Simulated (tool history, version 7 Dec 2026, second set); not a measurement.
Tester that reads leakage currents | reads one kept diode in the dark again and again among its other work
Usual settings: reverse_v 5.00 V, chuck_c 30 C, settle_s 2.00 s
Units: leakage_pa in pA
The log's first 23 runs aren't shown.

Run 24, hour 1762.0: usual settings but chuck_c 42 C, settle_s 1.98 s. Result: leakage_pa 68.35 pA.
Run 25, hour 1865.1: usual settings but reverse_v 1.41 V, chuck_c 20 C, settle_s 0.57 s. Result: leakage_pa 9.21 pA.
Run 26, hour 1950.6: usual settings but reverse_v 5.22 V, chuck_c 34 C, settle_s 0.57 s. Result: leakage_pa 44.15 pA.
Run 27, hour 2032.8: usual settings but reverse_v 16.72 V, chuck_c 21 C, settle_s 0.57 s. Result: leakage_pa 47.07 pA.
Run 28, hour 2079.4: usual settings but reverse_v 5.59 V, settle_s 0.82 s. Result: leakage_pa 37.03 pA.
Run 29, hour 2148.0: usual settings but chuck_c 46 C, settle_s 0.40 s. Result: leakage_pa 90.68 pA.
Run 30, hour 2248.0: usual settings but reverse_v 14.08 V, chuck_c 37 C, settle_s 6.30 s. Result: leakage_pa 92.84 pA.
At hour 2308.1: chuck's temperature calibrated.
Run 31, hour 2308.1: usual settings but reverse_v 4.02 V, chuck_c 41 C, settle_s 1.18 s. Result: leakage_pa 64.13 pA.
Run 32, hour 2395.3: usual settings but reverse_v 4.02 V, chuck_c 44 C, settle_s 1.18 s. Result: leakage_pa 76.66 pA.
Run 33, hour 2478.6: usual settings but reverse_v 4.02 V, chuck_c 44 C, settle_s 1.18 s. Result: leakage_pa 77.04 pA.
Run 34, hour 2568.5: usual settings but reverse_v 6.50 V, chuck_c 51 C, settle_s 0.38 s. Result: leakage_pa 148.31 pA.
Run 35, hour 2620.1: usual settings but reverse_v 6.50 V, chuck_c 21 C, settle_s 0.38 s. Result: leakage_pa 31.78 pA.
Run 36, hour 2723.1: usual settings but reverse_v 6.83 V, settle_s 8.95 s. Result: leakage_pa 48.60 pA.
At hour 2767.2: probe card cleaned and baked.
Run 37, hour 2829.3: usual settings but reverse_v 6.83 V, settle_s 8.95 s. Result: leakage_pa 33.97 pA.
Run 38, hour 2875.8: usual settings but reverse_v 3.87 V, chuck_c 20 C, settle_s 0.47 s. Result: leakage_pa 13.64 pA.
Run 39, hour 2957.4: usual settings but chuck_c 43 C, settle_s 6.67 s. Result: leakage_pa 71.64 pA.

Forecast each of these 4 alternatives for the next run:
Run A, hour 3015.1: usual settings but chuck_c 47 C, settle_s 0.41 s. Result: leakage_pa ?.
Run B, hour 3015.1: usual settings but chuck_c 46 C. Result: leakage_pa ?.
Run C, hour 3015.1: usual settings but reverse_v 1.10 V, chuck_c 55 C, settle_s 7.33 s. Result: leakage_pa ?.
Run D, hour 3015.1: usual settings but reverse_v 4.17 V, chuck_c 34 C, settle_s 4.38 s. Result: leakage_pa ?.

run  leakage_pa
  A       94.20
  B       87.94
  C       78.21
  D       37.15
Without the tool's hidden state the same runs would have given:
run  leakage_pa
  A       95.60
  B       89.14
  C       80.49
  D       36.90

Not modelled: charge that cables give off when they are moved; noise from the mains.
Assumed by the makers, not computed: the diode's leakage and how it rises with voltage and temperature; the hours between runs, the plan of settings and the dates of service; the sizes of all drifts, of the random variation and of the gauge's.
